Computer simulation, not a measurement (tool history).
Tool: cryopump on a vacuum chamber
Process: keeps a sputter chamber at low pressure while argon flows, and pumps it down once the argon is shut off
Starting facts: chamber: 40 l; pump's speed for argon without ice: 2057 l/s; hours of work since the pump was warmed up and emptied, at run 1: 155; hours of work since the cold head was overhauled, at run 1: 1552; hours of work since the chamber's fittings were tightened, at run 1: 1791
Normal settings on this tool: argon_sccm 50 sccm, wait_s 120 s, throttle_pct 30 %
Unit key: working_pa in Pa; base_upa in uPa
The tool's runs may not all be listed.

run    hour  argon_sccm  wait_s  throttle_pct  hours of work since the pump was warmed up and emptied  hours of work since the cold head was overhauled  hours of work since the chamber's fittings were tightened  working_pa  base_upa
  1       0          50     120            30                                                     155                                              1552                                                       1791      0.1394      1.42
  2      57          50     120            30                                                     187                                              1584                                                       1823      0.1419      1.44
  3   102.2          50     120            30                                                     213                                              1609                                                       1848       0.143      1.48
  4   162.3          50     120            30                                                     246                                              1643                                                       1882      0.1433      1.47
  5   220.7          50     120            30                                                     279                                              1676                                                       1915      0.1437      1.49
  6   262.7          50     120            30                                                     303                                              1700                                                       1938      0.1445      1.53
  7   306.2          50     120            30                                                     327                                              1724                                                       1963      0.1433      1.56
      316.6  -- pump warmed up, emptied and cooled again
      323.9  -- leaking fittings of the chamber tightened, without venting
  8   360.4          50      51            30                                                      24                                              1751                                                         21      0.1388      1.18
  9   433.4          50     120            30                                                      65                                              1792                                                         62      0.1396       0.6
 10   505.4          50     120            30                                                     105                                              1832                                                        102      0.1409      0.68
 11   565.1          50     120            30                                                     139                                              1866                                                        136      0.1424      0.68
 12   623.2          50      77            30                                                     171                                              1898                                                        168      0.1422       0.9
 13   678.2          85      77            53                                                     202                                              1929                                                        199      0.1421      0.91
 14   740.6          55      77            53                                                     237                                              1964                                                        234      0.0919      0.93
 15   804.8          55     224            53                                                     273                                              2001                                                        270      0.0933      0.52
 16   879.1          55     224            53                                                     315                                              2042                                                        312       0.094      0.59
      911.5  -- pump warmed up, emptied and cooled again
 17   930.7          27      57            30                                                      11                                              2068                                                        338      0.0743      1.14
 18  1008.6          27      57            30                                                      55                                              2112                                                        382       0.075      1.16
 19  1069.5          82     165            30                                                      89                                              2147                                                        416      0.2304      0.65
 20  1130.8          59     111            25                                                     123                                              2181                                                        451      0.2004      0.82
 21  1179.3          50     112            32                                                     151                                              2208                                                        478      0.1327      0.86
 22  1226.2          56     224            36                                                     177                                              2235                                                        505      0.1338       0.6

Here are 4 independent what-if runs from the current tool condition. What would each one return?
  A  1280.8          48     246            36                                                     208                                              2265                                                        535           ?         ?
  B  1280.8          50      92            30                                                     208                                              2265                                                        535           ?         ?
  C  1280.8          53     120            30                                                     208                                              2265                                                        535           ?         ?
  D  1280.8          25     275            26                                                     208                                              2265                                                        535           ?         ?

run  working_pa  base_upa
  A      0.1159      0.63
  B      0.1442      0.94
  C      0.1519      0.81
  D      0.0818      0.63
Without the tool's hidden state the same runs would have given:
run  working_pa  base_upa
  A      0.1101      0.34
  B      0.1381      0.65
  C      0.1454      0.52
  D      0.0788      0.34
